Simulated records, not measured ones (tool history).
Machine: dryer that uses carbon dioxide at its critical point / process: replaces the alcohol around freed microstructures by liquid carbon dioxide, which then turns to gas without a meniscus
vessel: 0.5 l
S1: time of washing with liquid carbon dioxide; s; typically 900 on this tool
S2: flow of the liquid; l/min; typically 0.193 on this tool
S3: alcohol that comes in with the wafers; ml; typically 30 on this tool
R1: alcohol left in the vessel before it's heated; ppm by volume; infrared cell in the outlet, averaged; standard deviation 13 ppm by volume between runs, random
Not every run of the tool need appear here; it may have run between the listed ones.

run	hour	S1	S2	S3	R1
1	0.0	900	0.193	30	915
2	6.6	900	0.161	30	1839
3	13.8	900	0.161	30	1906
4	21.7	660	0.193	30	2653
5	30.5	660	0.193	30	2771
6	37.6	660	0.193	30	2810
7	43.6	900	0.126	30	4291
8	50.1	900	0.216	30	562
9	56.3	900	0.216	30	577
10	63.4	900	0.216	30	567
11	68.2	1080	0.206	95	878
12	75.7	600	0.316	36	644
13	79.9	600	0.316	36	656
14	85.6	600	0.316	36	637
15	93.8	600	0.316	36	641
16	100.1	1260	0.316	36	30
17	107.6	1260	0.316	36	39
18	113.2	1020	0.268	106	303
19	121.8	660	0.268	61	1639

Branching from run 19: 3 alternative next runs. What would each branch give?
A	126.5	900	0.268	61	?
B	126.5	840	0.190	23	?
C	126.5	900	0.193	30	?

run	R1
A	371
B	1093
C	1017
Stripped of hidden state, with their random variation kept, the same runs would have yielded:
run	R1
A	264
B	904
C	827

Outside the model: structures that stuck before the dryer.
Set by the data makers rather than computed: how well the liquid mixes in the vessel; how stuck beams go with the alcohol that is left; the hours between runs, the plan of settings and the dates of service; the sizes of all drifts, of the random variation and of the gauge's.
